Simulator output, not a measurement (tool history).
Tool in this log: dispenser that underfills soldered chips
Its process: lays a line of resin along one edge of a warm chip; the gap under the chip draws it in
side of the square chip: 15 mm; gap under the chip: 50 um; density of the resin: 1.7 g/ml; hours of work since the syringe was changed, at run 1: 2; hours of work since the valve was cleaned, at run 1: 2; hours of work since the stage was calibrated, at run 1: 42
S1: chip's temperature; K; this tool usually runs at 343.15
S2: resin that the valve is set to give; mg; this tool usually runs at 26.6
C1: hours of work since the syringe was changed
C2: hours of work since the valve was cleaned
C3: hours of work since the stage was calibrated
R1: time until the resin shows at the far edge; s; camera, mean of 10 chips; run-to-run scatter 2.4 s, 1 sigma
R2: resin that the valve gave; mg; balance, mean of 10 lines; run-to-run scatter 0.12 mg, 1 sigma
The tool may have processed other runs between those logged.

run 1 day=0 | S1=343.15 S2=26.6 | C1=2 C2=2 C3=42 | R1=259.4 R2=26.66
run 2 day=0.138 | S1=343.15 S2=26.6 | C1=4 C2=4 C3=44 | R1=283.7 R2=26.74
run 3 day=0.325 | S1=343.15 S2=26.6 | C1=7 C2=7 C3=47 | R1=309 R2=26.68
run 4 day=0.554 | S1=343.15 S2=26.6 | C1=10 C2=10 C3=50 | R1=361.7 R2=26.2
-- day=0.638 new syringe of resin
run 5 day=0.696 | S1=343.15 S2=26.6 | C1=1 C2=12 C3=52 | R1=246 R2=26.27
run 6 day=0.954 | S1=343.15 S2=26.6 | C1=5 C2=16 C3=56 | R1=284 R2=26.48
run 7 day=1.108 | S1=343.15 S2=26.6 | C1=7 C2=18 C3=58 | R1=310.5 R2=26.59
run 8 day=1.342 | S1=343.15 S2=26.6 | C1=10 C2=21 C3=61 | R1=357.3 R2=26.29
-- day=1.442 new syringe of resin
run 9 day=1.658 | S1=356.15 S2=26.6 | C1=3 C2=26 C3=66 | R1=179.8 R2=26.02
run 10 day=1.817 | S1=356.15 S2=26.6 | C1=5 C2=28 C3=68 | R1=199.1 R2=26.09
run 11 day=2.021 | S1=343.15 S2=26.6 | C1=8 C2=31 C3=71 | R1=337 R2=26.11
run 12 day=2.188 | S1=343.15 S2=26.6 | C1=11 C2=34 C3=74 | R1=362.9 R2=26.04
-- day=2.233 new syringe of resin
run 13 day=2.379 | S1=343.15 S2=26.6 | C1=2 C2=36 C3=76 | R1=265.3 R2=25.76
run 14 day=2.6 | S1=343.15 S2=29.3 | C1=5 C2=39 C3=79 | R1=299.1 R2=28.58
run 15 day=2.788 | S1=343.15 S2=29.3 | C1=8 C2=42 C3=82 | R1=325.2 R2=28.34
-- day=2.862 dispensing valve cleaned and set on the balance
run 16 day=2.958 | S1=330.15 S2=26.6 | C1=10 C2=1 C3=84 | R1=556.3 R2=26.55
-- day=3.071 new syringe of resin
run 17 day=3.221 | S1=343.15 S2=26.6 | C1=2 C2=5 C3=88 | R1=254.1 R2=26.4
run 18 day=3.4 | S1=343.15 S2=26.6 | C1=5 C2=8 C3=90 | R1=286.7 R2=26.35
run 19 day=3.721 | S1=335.15 S2=27.2 | C1=9 C2=12 C3=95 | R1=457 R2=26.73
-- day=3.862 new syringe of resin
run 20 day=4.008 | S1=343.15 S2=25.9 | C1=2 C2=16 C3=99 | R1=264.5 R2=25.33
run 21 day=4.146 | S1=330.15 S2=32.2 | C1=4 C2=18 C3=101 | R1=418.2 R2=31.56
run 22 day=4.288 | S1=330.15 S2=32.2 | C1=6 C2=20 C3=103 | R1=470.5 R2=31.61
run 23 day=4.433 | S1=354.15 S2=23.4 | C1=8 C2=22 C3=105 | R1=246.6 R2=23.05
-- day=4.671 new syringe of resin
run 24 day=4.762 | S1=335.15 S2=29.7 | C1=1 C2=27 C3=110 | R1=320.8 R2=29.16
run 25 day=4.996 | S1=335.15 S2=29.7 | C1=5 C2=30 C3=113 | R1=364 R2=28.93
run 26 day=5.162 | S1=328.15 S2=33 | C1=7 C2=33 C3=115 | R1=514.1 R2=31.9
run 27 day=5.379 | S1=345.15 S2=28.9 | C1=10 C2=36 C3=119 | R1=332.9 R2=27.83
-- day=5.462 new syringe of resin
run 28 day=5.633 | S1=330.15 S2=25.8 | C1=2 C2=40 C3=122 | R1=413.3 R2=24.83
run 29 day=5.775 | S1=333.15 S2=25.6 | C1=5 C2=42 C3=124 | R1=401.1 R2=24.77
-- day=5.892 dispensing valve cleaned and set on the balance
run 30 day=6.025 | S1=337.15 S2=33.9 | C1=8 C2=2 C3=127 | R1=377.4 R2=33.94
-- day=6.304 new syringe of resin
run 31 day=6.338 | S1=343.15 S2=31.4 | C1=0 C2=6 C3=132 | R1=239.2 R2=30.98
run 32 day=6.621 | S1=353.15 S2=25.2 | C1=5 C2=10 C3=136 | R1=217.5 R2=25.14
run 33 day=6.808 | S1=345.15 S2=22.8 | C1=7 C2=13 C3=138 | R1=318.2 R2=22.5
run 34 day=6.975 | S1=351.15 S2=30.4 | C1=10 C2=16 C3=141 | R1=272.4 R2=29.97
-- day=7.1 new syringe of resin
run 35 day=7.129 | S1=343.15 S2=33 | C1=0 C2=18 C3=143 | R1=230.5 R2=32.94

What if the next run were any one of these 5? Each begins from the tool's condition after run 35:
run A day=7.346 | S1=335.15 S2=23.7 | C1=4 C2=21 C3=146 | R1=? R2=?
run B day=7.346 | S1=343.15 S2=23.3 | C1=4 C2=21 C3=146 | R1=? R2=?
run C day=7.346 | S1=339.15 S2=33 | C1=4 C2=21 C3=146 | R1=? R2=?
run D day=7.346 | S1=338.15 S2=25.4 | C1=4 C2=21 C3=146 | R1=? R2=?
run E day=7.346 | S1=343.15 S2=31.4 | C1=4 C2=21 C3=146 | R1=? R2=?

run=A R1=371.2 R2=23.42
run=B R1=286.2 R2=22.92
run=C R1=299.1 R2=32.43
run=D R1=329.4 R2=24.94
run=E R1=269.6 R2=30.92
Take away the tool's hidden state, keep each run's random variation, and the runs would have read:
run=A R1=324.7 R2=23.8
run=B R1=250.1 R2=23.28
run=C R1=262.7 R2=32.94
run=D R1=288.5 R2=25.33
run=E R1=236.6 R2=31.41
